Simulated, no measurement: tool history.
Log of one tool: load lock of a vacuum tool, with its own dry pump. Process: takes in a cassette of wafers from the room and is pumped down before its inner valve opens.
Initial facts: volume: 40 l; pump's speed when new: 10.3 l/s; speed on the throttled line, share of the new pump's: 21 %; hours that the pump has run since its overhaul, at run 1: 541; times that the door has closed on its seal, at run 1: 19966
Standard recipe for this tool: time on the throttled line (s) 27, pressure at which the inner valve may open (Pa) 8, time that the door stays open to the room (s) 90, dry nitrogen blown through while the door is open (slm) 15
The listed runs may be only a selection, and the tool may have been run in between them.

run,day,time on the throttled line (s),pressure at which the inner valve may open (Pa),time that the door stays open to the room (s),dry nitrogen blown through while the door is open (slm),hours that the pump has run since its overhaul,times that the door has closed on its seal,"incoming humidity of the room's air, %",time from the closed door until the inner valve may open (s),rise of the pressure with all valves shut (Pa/min)
1,0.000,27,8,90,15,541,19966,46.8,58.6,0.106
2,5.383,27,8,90,15,670,20374,45.8,58.6,0.103
3,10.242,27,8,90,15,787,20743,45.5,59.1,0.103
4,14.038,27,8,90,15,878,21031,45.0,58.5,0.106
5,17.279,27,8,90,15,956,21277,43.2,58.7,0.100
6,22.162,27,8,90,15,1073,21648,46.8,58.6,0.110
7,26.258,27,8,90,15,1171,21959,42.2,58.8,0.104
8,31.646,27,8,90,15,1300,22368,45.2,58.8,0.110
9,38.404,27,8,90,15,1463,22881,45.5,59.1,0.108
10,44.588,27,8,90,15,1611,23350,42.7,59.1,0.107
11,50.725,27,8,90,15,1758,23816,46.6,59.1,0.108
12,53.929,27,8,90,15,1835,24059,44.8,58.8,0.108
13,58.271,27,13,90,15,1940,24389,43.8,56.9,0.111
14,65.033,27,13,93,15,2102,24902,45.4,56.6,0.109
15,71.167,27,13,72,15,2249,25367,44.9,56.6,0.103
16,75.025,27,8,90,15,2342,25660,44.4,58.7,0.114
17,81.288,27,8,90,15,2492,26136,44.2,59.1,0.116
18,84.346,27,8,90,6,2565,26368,44.4,59.0,0.131
19,90.246,27,8,90,6,2707,26816,46.7,59.1,0.139
20,94.217,18,8,90,15,2802,27117,49.8,52.2,0.126
21,99.842,27,8,54,15,2937,27544,44.7,59.1,0.097
22,102.950,27,8,54,15,3012,27780,42.4,58.7,0.099
23,109.129,27,8,54,15,3160,28249,43.9,59.0,0.096
24,114.433,27,8,54,15,3287,28651,44.8,59.4,0.099
25,119.583,27,8,54,15,3411,29042,45.9,59.1,0.102
26,122.546,30,6,90,31,3482,29267,42.8,63.1,0.100
27,127.188,30,6,90,31,3593,29619,45.7,63.3,0.110
28,132.712,16,11,138,15,3726,30039,44.3,49.2,0.152
29,139.275,27,7,101,19,3884,30537,49.5,59.9,0.130
30,145.471,27,7,101,19,4032,31007,43.7,59.9,0.134
31,148.942,27,7,101,19,4116,31271,46.7,60.1,0.133
32,153.125,27,8,65,9,4216,31588,42.0,59.1,0.121
33,159.333,27,8,65,9,4365,32059,45.6,59.9,0.126
34,163.733,27,8,40,25,4471,32393,41.1,59.9,0.097
35,167.925,27,8,40,5,4571,32712,43.0,59.5,0.111
36,173.079,36,8,41,38,4695,33103,40.7,66.6,0.088
37,176.625,30,8,90,15,4780,33372,45.4,61.3,0.136

Difference, measured minus no-hidden-state, one row per run. Run-to-run variation is common to both terms; the gauge's own scatter need not be:
Hidden conditions of the tool in this case: pump's speed, % of a new pump's; leak at the door's seal, Pa l/s; drift of the gauge itself on ready_s, %; drift of the gauge itself on rise_pa_min, %.
run,time from the closed door until the inner valve may open (s),rise of the pressure with all valves shut (Pa/min)
1,+0.6,+0.031
2,+0.6,+0.032
3,+0.6,+0.033
4,+0.6,+0.034
5,+0.6,+0.034
6,+0.6,+0.036
7,+0.6,+0.037
8,+0.6,+0.038
9,+0.7,+0.037
10,+0.7,+0.040
11,+0.7,+0.041
12,+0.7,+0.041
13,+0.7,+0.043
14,+0.7,+0.044
15,+0.8,+0.045
16,+0.8,+0.047
17,+0.9,+0.047
18,+0.9,+0.048
19,+0.9,+0.049
20,+1.0,+0.049
21,+1.0,+0.051
22,+1.0,+0.052
23,+1.1,+0.052
24,+1.1,+0.052
25,+1.1,+0.054
26,+1.1,+0.055
27,+1.1,+0.057
28,+1.1,+0.058
29,+1.2,+0.058
30,+1.2,+0.061
31,+1.2,+0.062
32,+1.1,+0.062
33,+1.2,+0.065
34,+1.2,+0.065
35,+1.3,+0.067
36,+1.2,+0.068
37,+1.2,+0.069
